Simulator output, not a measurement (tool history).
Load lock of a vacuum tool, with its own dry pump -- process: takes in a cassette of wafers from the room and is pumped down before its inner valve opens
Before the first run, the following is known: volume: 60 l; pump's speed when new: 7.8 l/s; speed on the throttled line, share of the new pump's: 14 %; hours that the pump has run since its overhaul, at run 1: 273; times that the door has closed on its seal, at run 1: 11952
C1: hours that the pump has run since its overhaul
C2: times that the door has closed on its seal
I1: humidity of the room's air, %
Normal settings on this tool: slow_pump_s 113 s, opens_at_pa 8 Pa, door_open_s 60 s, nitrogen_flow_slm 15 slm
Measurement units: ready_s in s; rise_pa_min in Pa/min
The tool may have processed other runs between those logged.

Run 1, hour 0: usual settings; C1 273; C2 11952; I1 43.5. Result: ready_s 171.7 s, rise_pa_min 0.051 Pa/min.
Run 2, hour 286.3: usual settings; C1 559; C2 12268; I1 45.5. Result: ready_s 170 s, rise_pa_min 0.054 Pa/min.
Run 3, hour 696: usual settings; C1 969; C2 12721; I1 46.3. Result: ready_s 169.5 s, rise_pa_min 0.054 Pa/min.
Run 4, hour 1139.3: usual settings but slow_pump_s 175 s; C1 1412; C2 13211; I1 44.9. Result: ready_s 223.3 s, rise_pa_min 0.059 Pa/min.
Run 5, hour 1531.9: usual settings but slow_pump_s 175 s; C1 1805; C2 13644; I1 39.6. Result: ready_s 226.9 s, rise_pa_min 0.047 Pa/min.
Run 6, hour 2001.7: usual settings but nitrogen_flow_slm 41 slm; C1 2275; C2 14163; I1 44.6. Result: ready_s 172.3 s, rise_pa_min 0.037 Pa/min.
Run 7, hour 2252.6: usual settings; C1 2526; C2 14441; I1 43.7. Result: ready_s 170.6 s, rise_pa_min 0.053 Pa/min.
Run 8, hour 2710.7: usual settings; C1 2984; C2 14947; I1 42.2. Result: ready_s 169.2 s, rise_pa_min 0.047 Pa/min.
Run 9, hour 2973.4: usual settings; C1 3246; C2 15237; I1 40.9. Result: ready_s 168.6 s, rise_pa_min 0.052 Pa/min.
Run 10, hour 3287.2: usual settings; C1 3560; C2 15584; I1 45.3. Result: ready_s 171.5 s, rise_pa_min 0.057 Pa/min.
Run 11, hour 3654.1: usual settings; C1 3927; C2 15989; I1 45.6. Result: ready_s 171.4 s, rise_pa_min 0.057 Pa/min.
Run 12, hour 4015.4: usual settings; C1 4288; C2 16388; I1 42.4. Result: ready_s 170.7 s, rise_pa_min 0.048 Pa/min.
Run 13, hour 4521.8: usual settings but door_open_s 34 s, nitrogen_flow_slm 44 slm; C1 4795; C2 16948; I1 41.7. Result: ready_s 171.4 s, rise_pa_min 0.023 Pa/min.
Run 14, hour 4818.1: usual settings but slow_pump_s 66 s, opens_at_pa 7 Pa, nitrogen_flow_slm 44 slm; C1 5091; C2 17275; I1 46.3. Result: ready_s 131.7 s, rise_pa_min 0.041 Pa/min.
Run 15, hour 5118.9: usual settings but slow_pump_s 136 s, door_open_s 194 s, nitrogen_flow_slm 12 slm; C1 5392; C2 17608; I1 45.2. Result: ready_s 191.6 s, rise_pa_min 0.111 Pa/min.
Run 16, hour 5445.2: usual settings but slow_pump_s 200 s, opens_at_pa 6 Pa, door_open_s 138 s, nitrogen_flow_slm 20 slm; C1 5718; C2 17968; I1 47.1. Result: ready_s 248.4 s, rise_pa_min 0.08 Pa/min.
Run 17, hour 5824.6: usual settings but nitrogen_flow_slm 44 slm; C1 6098; C2 18387; I1 42.1. Result: ready_s 172.1 s, rise_pa_min 0.032 Pa/min.
Run 18, hour 6385.8: usual settings but nitrogen_flow_slm 12 slm; C1 6659; C2 19008; I1 43.8. Result: ready_s 171.1 s, rise_pa_min 0.057 Pa/min.
Run 19, hour 6956.8: usual settings but slow_pump_s 65 s, opens_at_pa 7 Pa, door_open_s 106 s, nitrogen_flow_slm 5 slm; C1 7230; C2 19638; I1 45.5. Result: ready_s 130.7 s, rise_pa_min 0.092 Pa/min.
Run 20, hour 7398.8: usual settings but opens_at_pa 9 Pa, nitrogen_flow_slm 12 slm; C1 7672; C2 20127; I1 42.4. Result: ready_s 168.2 s, rise_pa_min 0.052 Pa/min.
Run 21, hour 7728: usual settings but opens_at_pa 9 Pa, nitrogen_flow_slm 12 slm; C1 8001; C2 20491; I1 43.3. Result: ready_s 170.1 s, rise_pa_min 0.052 Pa/min.
Run 22, hour 8067.4: usual settings but slow_pump_s 69 s, opens_at_pa 9 Pa, nitrogen_flow_slm 12 slm; C1 8340; C2 20866; I1 43. Result: ready_s 133 s, rise_pa_min 0.054 Pa/min.
Run 23, hour 8432.4: usual settings but slow_pump_s 143 s, opens_at_pa 14 Pa, door_open_s 130 s, nitrogen_flow_slm 5 slm; C1 8705; C2 21269; I1 45.5. Result: ready_s 193.7 s, rise_pa_min 0.108 Pa/min.

Here are 4 independent what-if runs from the current tool condition. What would each one return?
Run A, hour 8730.4: usual settings but door_open_s 231 s; C1 9003; C2 21598; I1 44.5. Result: ready_s ?, rise_pa_min ?.
Run B, hour 8730.4: usual settings but slow_pump_s 143 s, door_open_s 130 s, nitrogen_flow_slm 5 slm; C1 9003; C2 21598; I1 47.1. Result: ready_s ?, rise_pa_min ?.
Run C, hour 8730.4: usual settings but slow_pump_s 143 s, opens_at_pa 14 Pa, door_open_s 30 s, nitrogen_flow_slm 5 slm; C1 9003; C2 21598; I1 44.2. Result: ready_s ?, rise_pa_min ?.
Run D, hour 8730.4: usual settings but slow_pump_s 142 s, opens_at_pa 14 Pa, door_open_s 59 s, nitrogen_flow_slm 5 slm; C1 9003; C2 21598; I1 47.8. Result: ready_s ?, rise_pa_min ?.

run  ready_s  rise_pa_min
  A    171.6        0.108
  B    195.5        0.108
  C      191        0.046
  D    191.7        0.076
Without the tool's hidden state the same runs would have given:
run  ready_s  rise_pa_min
  A    171.6        0.107
  B    195.5        0.108
  C      191        0.045
  D    191.7        0.075
